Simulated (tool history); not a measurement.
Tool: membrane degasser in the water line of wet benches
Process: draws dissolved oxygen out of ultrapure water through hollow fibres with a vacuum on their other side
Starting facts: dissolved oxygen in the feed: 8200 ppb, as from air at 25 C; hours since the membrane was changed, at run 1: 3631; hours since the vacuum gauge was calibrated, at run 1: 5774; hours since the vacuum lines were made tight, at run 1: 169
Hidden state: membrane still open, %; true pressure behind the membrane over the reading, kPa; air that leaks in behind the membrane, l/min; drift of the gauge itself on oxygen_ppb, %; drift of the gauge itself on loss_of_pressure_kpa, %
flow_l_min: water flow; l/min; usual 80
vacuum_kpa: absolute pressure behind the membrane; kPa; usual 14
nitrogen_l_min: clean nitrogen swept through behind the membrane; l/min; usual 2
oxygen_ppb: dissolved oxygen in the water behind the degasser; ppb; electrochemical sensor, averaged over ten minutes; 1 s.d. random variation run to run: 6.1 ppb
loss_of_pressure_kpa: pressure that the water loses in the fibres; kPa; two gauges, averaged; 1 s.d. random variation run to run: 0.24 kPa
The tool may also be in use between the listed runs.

run	hour	flow_l_min	vacuum_kpa	nitrogen_l_min	hours since the membrane was changed	hours since the vacuum gauge was calibrated	hours since the vacuum lines were made tight	oxygen_ppb	loss_of_pressure_kpa
1	0	80	14	2	3631	5774	169	870	65.9
2	261.9	80	14	2	3893	6036	431	878.7	66.35
3	528	96	14	2	4159	6302	697	1041	79.43
4	880.7	96	14	2	4511	6655	1050	1032.6	80.17
5	1056.3	96	14	2	4687	6831	1226	1035.9	80.54
# hour 1211.8: vacuum gauge calibrated
6	1260	96	14	2	4890	48	1429	1046.2	81.06
7	1576.9	96	14	2	5207	365	1746	1017.9	81.21
8	1917	96	14	2	5547	705	2086	1042.8	82
9	2264.3	80	14	0.97	5895	1053	2433	1382	68.35
10	2455.9	80	14	0.97	6086	1244	2625	1384.9	68.7
11	2827.7	80	14	2	6458	1616	2997	896.6	69.36
12	3041.5	80	14	1.32	6672	1830	3210	1164.8	69.02
13	3255.1	80	14	1.32	6885	2043	3424	1163.6	69.56
14	3529.5	80	19.5	1.32	7160	2318	3698	1635.6	70.1
# hour 3637.2: seals of the vacuum lines changed
15	3876.8	80	19.5	1.32	7505	2663	240	1618.4	70.2
16	4242.5	80	19.5	1.32	7871	3029	605	1587.5	71.04
# hour 4416.6: membrane cartridge changed
17	4420.4	49	22.9	3.35	4	3203	779	629.8	38.04
18	4581.7	101	8.4	4.77	165	3364	940	354.3	78.94
19	4789.7	101	8.4	4.77	373	3572	1148	357.7	78.55
20	5028.8	101	8.4	4.77	612	3811	1388	351.5	78.67
21	5180.9	101	26.7	1.54	764	3963	1540	2267.6	79.87
22	5504.2	101	26.7	0.81	1088	4286	1863	3139.3	79.74
23	5760.1	80	10.1	4.82	1343	4542	2119	326.6	63.61
24	6043.2	80	14	1.4	1627	4825	2402	1116.1	63.65
25	6414.2	121	24.4	2	1998	5196	2773	2012.7	96.92
26	6660.5	67	24.4	4.2	2244	5443	3019	755.8	53.74
27	6874.2	59	15.7	4.2	2458	5656	3233	425.8	47.57
28	7120.4	59	15.7	4.2	2704	5903	3479	423.5	47.76
# hour 7434.7: seals of the vacuum lines changed
29	7478.7	59	15.7	4.2	3060	6259	44	421	48.35
30	7840.3	59	15.7	4.2	3422	6620	406	420.5	48.46
31	8140.2	105	23.5	1.88	3722	6920	705	1850.7	86.4

What if the next run were any one of these 4? Each begins from the tool's condition after run 31:
# hour 8186.1: vacuum gauge calibrated
A	8377.5	80	14	0.89	3958	191	942	?	?
# hour 8186.1: vacuum gauge calibrated
B	8377.5	105	30.5	4.95	3958	191	942	?	?
# hour 8186.1: vacuum gauge calibrated
C	8377.5	126	23.5	1.88	3958	191	942	?	?
# hour 8186.1: vacuum gauge calibrated
D	8377.5	105	24.8	1.52	3958	191	942	?	?

run	oxygen_ppb	loss_of_pressure_kpa
A	1430.2	66.85
B	1250.7	86.82
C	2106.2	104.49
D	2165.3	86.95
Without the tool's unlogged condition, the same runs would have read:
run	oxygen_ppb	loss_of_pressure_kpa
A	1419.5	62.59
B	1222.4	81.28
C	2078.1	97.83
D	2146.6	81.4
